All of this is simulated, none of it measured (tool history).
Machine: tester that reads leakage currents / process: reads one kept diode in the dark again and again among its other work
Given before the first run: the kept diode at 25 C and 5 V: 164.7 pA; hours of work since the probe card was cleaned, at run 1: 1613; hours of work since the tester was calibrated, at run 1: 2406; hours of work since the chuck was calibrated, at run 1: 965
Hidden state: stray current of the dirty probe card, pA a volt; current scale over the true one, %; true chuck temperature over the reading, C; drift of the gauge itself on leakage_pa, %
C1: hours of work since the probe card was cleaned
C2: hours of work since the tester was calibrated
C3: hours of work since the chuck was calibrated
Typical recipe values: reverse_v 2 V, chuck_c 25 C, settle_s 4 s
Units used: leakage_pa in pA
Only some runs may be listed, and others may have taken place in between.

{"run": 1, "hour": 0.0, "reverse_v": 2, "chuck_c": 25, "settle_s": 4, "C1": 1613, "C2": 2406, "C3": 965, "leakage_pa": 109.74}
{"run": 2, "hour": 141.1, "reverse_v": 2, "chuck_c": 25, "settle_s": 4, "C1": 1699, "C2": 2493, "C3": 1051, "leakage_pa": 109.02}
{"run": 3, "hour": 236.5, "reverse_v": 2, "chuck_c": 25, "settle_s": 4, "C1": 1757, "C2": 2551, "C3": 1110, "leakage_pa": 109.56}
{"run": 4, "hour": 338.0, "reverse_v": 2, "chuck_c": 25, "settle_s": 4, "C1": 1819, "C2": 2613, "C3": 1171, "leakage_pa": 108.66}
{"run": 5, "hour": 427.6, "reverse_v": 2, "chuck_c": 25, "settle_s": 4, "C1": 1874, "C2": 2668, "C3": 1226, "leakage_pa": 109.72}
{"run": 6, "hour": 556.6, "reverse_v": 2, "chuck_c": 25, "settle_s": 4, "C1": 1953, "C2": 2746, "C3": 1305, "leakage_pa": 109.09}
{"run": 7, "hour": 687.5, "reverse_v": 1.59, "chuck_c": 25, "settle_s": 4, "C1": 2033, "C2": 2826, "C3": 1385, "leakage_pa": 97.7}
{"run": 8, "hour": 792.6, "reverse_v": 1.59, "chuck_c": 25, "settle_s": 4, "C1": 2097, "C2": 2890, "C3": 1449, "leakage_pa": 97.68}
{"run": 9, "hour": 939.8, "reverse_v": 1.59, "chuck_c": 25, "settle_s": 4, "C1": 2187, "C2": 2980, "C3": 1539, "leakage_pa": 97.54}
{"run": 10, "hour": 1072.7, "reverse_v": 2, "chuck_c": 34, "settle_s": 4, "C1": 2268, "C2": 3062, "C3": 1620, "leakage_pa": 240.15}
{"run": 11, "hour": 1235.4, "reverse_v": 2, "chuck_c": 34, "settle_s": 4, "C1": 2367, "C2": 3161, "C3": 1720, "leakage_pa": 237.97}
{"run": 12, "hour": 1313.4, "reverse_v": 2, "chuck_c": 34, "settle_s": 4, "C1": 2415, "C2": 3209, "C3": 1767, "leakage_pa": 239.19}
{"run": 13, "hour": 1400.9, "reverse_v": 2, "chuck_c": 34, "settle_s": 2.64, "C1": 2469, "C2": 3262, "C3": 1821, "leakage_pa": 238.05}
{"run": 14, "hour": 1565.5, "reverse_v": 2, "chuck_c": 34, "settle_s": 2.64, "C1": 2569, "C2": 3363, "C3": 1921, "leakage_pa": 238.14}
{"run": 15, "hour": 1667.6, "reverse_v": 2.82, "chuck_c": 34, "settle_s": 1.47, "C1": 2631, "C2": 3425, "C3": 1983, "leakage_pa": 279.12}
{"run": 16, "hour": 1778.9, "reverse_v": 2, "chuck_c": 27, "settle_s": 0.82, "C1": 2699, "C2": 3493, "C3": 2051, "leakage_pa": 129.76}
{"run": 17, "hour": 1943.8, "reverse_v": 13.28, "chuck_c": 22, "settle_s": 4, "C1": 2800, "C2": 3594, "C3": 2152, "leakage_pa": 207.63}
{"run": 18, "hour": 2069.9, "reverse_v": 13.28, "chuck_c": 22, "settle_s": 4, "C1": 2877, "C2": 3671, "C3": 2229, "leakage_pa": 208.06}
{"run": 19, "hour": 2201.8, "reverse_v": 13.28, "chuck_c": 22, "settle_s": 4, "C1": 2958, "C2": 3751, "C3": 2310, "leakage_pa": 207.69}
{"run": 20, "hour": 2302.3, "reverse_v": 13.28, "chuck_c": 22, "settle_s": 4, "C1": 3019, "C2": 3812, "C3": 2371, "leakage_pa": 207.49}
{"hour": 2415.8, "done": "chuck's temperature calibrated"}
{"run": 21, "hour": 2417.3, "reverse_v": 6.25, "chuck_c": 22, "settle_s": 0.4, "C1": 3088, "C2": 3881, "C3": 1, "leakage_pa": 155.84}
{"run": 22, "hour": 2489.0, "reverse_v": 1.3, "chuck_c": 25, "settle_s": 8.19, "C1": 3132, "C2": 3925, "C3": 45, "leakage_pa": 93.12}
{"run": 23, "hour": 2652.7, "reverse_v": 2, "chuck_c": 24, "settle_s": 0.38, "C1": 3232, "C2": 4025, "C3": 145, "leakage_pa": 105.67}
{"run": 24, "hour": 2748.3, "reverse_v": 2, "chuck_c": 24, "settle_s": 0.38, "C1": 3290, "C2": 4084, "C3": 203, "leakage_pa": 105.27}
{"hour": 2776.2, "done": "probe card cleaned and baked"}
{"run": 25, "hour": 2915.0, "reverse_v": 9.55, "chuck_c": 34, "settle_s": 0.38, "C1": 85, "C2": 4184, "C3": 303, "leakage_pa": 498.96}

Estimate the outcome of run 26 from the log above:
{"run": 26, "hour": 3082.0, "reverse_v": 9.55, "chuck_c": 34, "settle_s": 0.38, "C1": 187, "C2": 4286, "C3": 405, "leakage_pa": "?"}

{"run 26": {"leakage_pa": 497.8}}
With no hidden state in the tool, this same run would have given leakage_pa 500.79 pA.
